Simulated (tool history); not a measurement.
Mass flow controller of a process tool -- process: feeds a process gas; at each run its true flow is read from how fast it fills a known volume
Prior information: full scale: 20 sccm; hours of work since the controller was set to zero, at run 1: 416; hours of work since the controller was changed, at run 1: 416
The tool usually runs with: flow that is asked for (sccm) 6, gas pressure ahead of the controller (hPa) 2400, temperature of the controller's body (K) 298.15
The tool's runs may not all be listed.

| run | hour | flow that is asked for (sccm) | gas pressure ahead of the controller (hPa) | temperature of the controller's body (K) | hours of work since the controller was set to zero | hours of work since the controller was changed | true flow (%) |
|---|---|---|---|---|---|---|---|
| 1 | 0.0 | 6 | 2400 | 298.15 | 416 | 416 | 99.14 |
| 2 | 89.4 | 6 | 2400 | 298.15 | 464 | 464 | 99.24 |
| 3 | 172.3 | 6 | 2400 | 298.15 | 510 | 510 | 99.15 |
|  | 178.3 | controller's zero set anew |
| 4 | 245.0 | 6 | 2400 | 298.15 | 36 | 549 | 99.20 |
| 5 | 298.5 | 6 | 2400 | 298.15 | 66 | 578 | 99.07 |
| 6 | 383.4 | 4 | 2350 | 298.15 | 112 | 625 | 98.81 |
| 7 | 428.7 | 4 | 2350 | 298.15 | 137 | 649 | 98.76 |
| 8 | 515.4 | 4 | 2350 | 298.15 | 184 | 697 | 98.82 |
| 9 | 565.3 | 3 | 2350 | 297.15 | 211 | 724 | 98.52 |
| 10 | 624.5 | 10 | 2760 | 308.15 | 243 | 756 | 100.62 |

For some of the steps in true flow (%) from one run to the next: how much would appear even if the tool had no hidden state, given the settings, what came in and random variation, and how much remains for the hidden state plus any gauge scatter that the measured result and the result without hidden state don't share?
The tool's hidden condition here consists of: flow at rest that the sensor doesn't see, % of full scale; true flow over the shown one, %; drift of the gauge itself on true_pct, %.
Run 9 -> 10: flow that is asked for (sccm) 3 -> 10, gas pressure ahead of the controller (hPa) 2350 -> 2760, temperature of the controller's body (K) 297.15 -> 308.15. true flow (%) +2.10: hidden state +0.43, all else +1.67.
